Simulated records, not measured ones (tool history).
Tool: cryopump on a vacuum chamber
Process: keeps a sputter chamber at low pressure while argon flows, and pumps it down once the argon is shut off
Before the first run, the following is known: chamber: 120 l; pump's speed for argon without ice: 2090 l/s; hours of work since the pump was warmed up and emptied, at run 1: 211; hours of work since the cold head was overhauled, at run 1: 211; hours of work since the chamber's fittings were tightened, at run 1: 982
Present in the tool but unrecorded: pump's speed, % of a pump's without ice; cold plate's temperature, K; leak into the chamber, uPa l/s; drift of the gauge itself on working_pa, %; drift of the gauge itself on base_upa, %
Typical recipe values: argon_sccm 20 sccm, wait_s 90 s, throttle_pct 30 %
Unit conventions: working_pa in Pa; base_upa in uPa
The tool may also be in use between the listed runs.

run,hour,argon_sccm,wait_s,throttle_pct,hours of work since the pump was warmed up and emptied,hours of work since the cold head was overhauled,hours of work since the chamber's fittings were tightened,working_pa,base_upa
1,0,20,90,30,211,211,982,0.0554,0.74
2,20,20,90,30,228,228,999,0.0561,0.73
3,39.1,20,90,30,244,244,1015,0.0565,0.75
4,56.2,11,90,30,258,258,1030,0.031,0.71
5,66.4,11,90,30,267,267,1038,0.0313,0.76
6,81.6,11,90,30,280,280,1051,0.0313,0.72
7,99.1,11,90,30,295,295,1066,0.0317,0.75
8,108.8,20,90,30,303,303,1074,0.0567,0.76
9,127.6,20,78,30,319,319,1090,0.0569,0.77
10,147.4,20,264,30,336,336,1107,0.0575,0.56
11,164.5,20,90,23,351,351,1122,0.0746,0.8
12,174.9,20,90,23,360,360,1131,0.0745,0.8
13,195.4,9,90,23,377,377,1148,0.0336,0.83
14,215.2,20,90,30,394,394,1165,0.058,0.84
15,236.7,20,90,30,412,412,1183,0.0594,0.81
16,252.7,20,90,30,426,426,1197,0.0592,0.83
17,269.7,20,90,30,441,441,1212,0.0591,0.85
18,281.4,20,90,30,451,451,1222,0.0597,0.85
19,301,20,32,47,467,467,1238,0.0402,1.48
20,319.3,14,90,37,483,483,1254,0.0339,0.86
21,333,30,90,25,495,495,1266,0.1059,0.86
22,343.2,20,161,30,503,503,1274,0.0602,0.77
23,362.7,38,153,30,520,520,1291,0.1157,0.76
# hour 382.1: pump warmed up, emptied and cooled again
24,386.4,20,90,33,4,536,1307,0.0484,0.77
25,405,20,90,33,20,552,1323,0.0493,0.71
26,415.4,20,90,33,28,561,1332,0.0502,0.74
27,437.2,20,31,30,47,579,1350,0.0549,1.38
28,450.9,25,90,43,59,591,1362,0.049,0.75
29,465.7,8,145,30,71,604,1375,0.0213,0.6
30,486.9,8,145,30,89,622,1393,0.0225,0.67
31,498.3,20,22,30,99,631,1402,0.0552,1.82
32,513.5,10,253,18,112,644,1415,0.0457,0.57
33,532.4,11,90,59,128,661,1432,0.0157,0.77

4 ways to go on from here, each from the tool as it stands after run 33. What would each give?
A,544.3,11,90,24,138,671,1442,?,?
B,544.3,20,33,57,138,671,1442,?,?
C,544.3,20,60,30,138,671,1442,?,?
D,544.3,25,90,18,138,671,1442,?,?

run,working_pa,base_upa
A,0.0384,0.83
B,0.0306,1.37
C,0.0553,0.91
D,0.1141,0.76
Had the tool no hidden state, the same runs would have come out as:
run,working_pa,base_upa
A,0.0374,0.51
B,0.029,1.05
C,0.0536,0.6
D,0.112,0.44
